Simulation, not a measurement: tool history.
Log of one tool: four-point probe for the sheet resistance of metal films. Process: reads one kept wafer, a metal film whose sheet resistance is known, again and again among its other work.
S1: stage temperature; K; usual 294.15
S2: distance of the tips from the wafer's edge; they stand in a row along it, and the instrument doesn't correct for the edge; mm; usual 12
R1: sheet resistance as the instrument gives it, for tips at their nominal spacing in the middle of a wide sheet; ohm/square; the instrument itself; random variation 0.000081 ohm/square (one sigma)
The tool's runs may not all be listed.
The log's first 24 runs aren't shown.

run     day      S1  S2        R1
 25  31.717  299.15  11  0.409781
 26  33.092  308.15   3  0.423475
 27  33.942  303.15   7  0.412915
 28  35.854  303.15   7  0.413075
 29  37.567  294.15  48  0.406503
 30  39.371  294.15  48  0.406509
 31  41.071  294.15  48  0.406428
 32  41.983  294.15  48  0.406669
 33  43.062  294.15  48  0.406473
 34  44.629  292.15   4    0.4108
 35  45.633  304.15   9  0.412732
 36   47.15  304.15   9  0.412787
 37  49.025  304.15  34  0.411659
 38  50.925  293.15  50  0.405929
 39  52.417  293.15  50  0.405872
 40  53.467  293.15  28  0.406014
 41  54.638  308.15  27  0.413766
 42  55.929  308.15  27  0.413745
 43   57.75  308.15  45  0.413561
 44  59.371  292.15   8   0.40682

3 ways to go on from here, each from the tool as it stands after run 44. What would each give?
  A  60.279  308.15  34   ?
  B  60.279  297.15   8   ?
  C  60.279  302.15   8   ?

run        R1
  A  0.413851
  B  0.409436
  C  0.412211
Without the tool's hidden state the same runs would have given:
run        R1
  A  0.413925
  B   0.40951
  C  0.412285
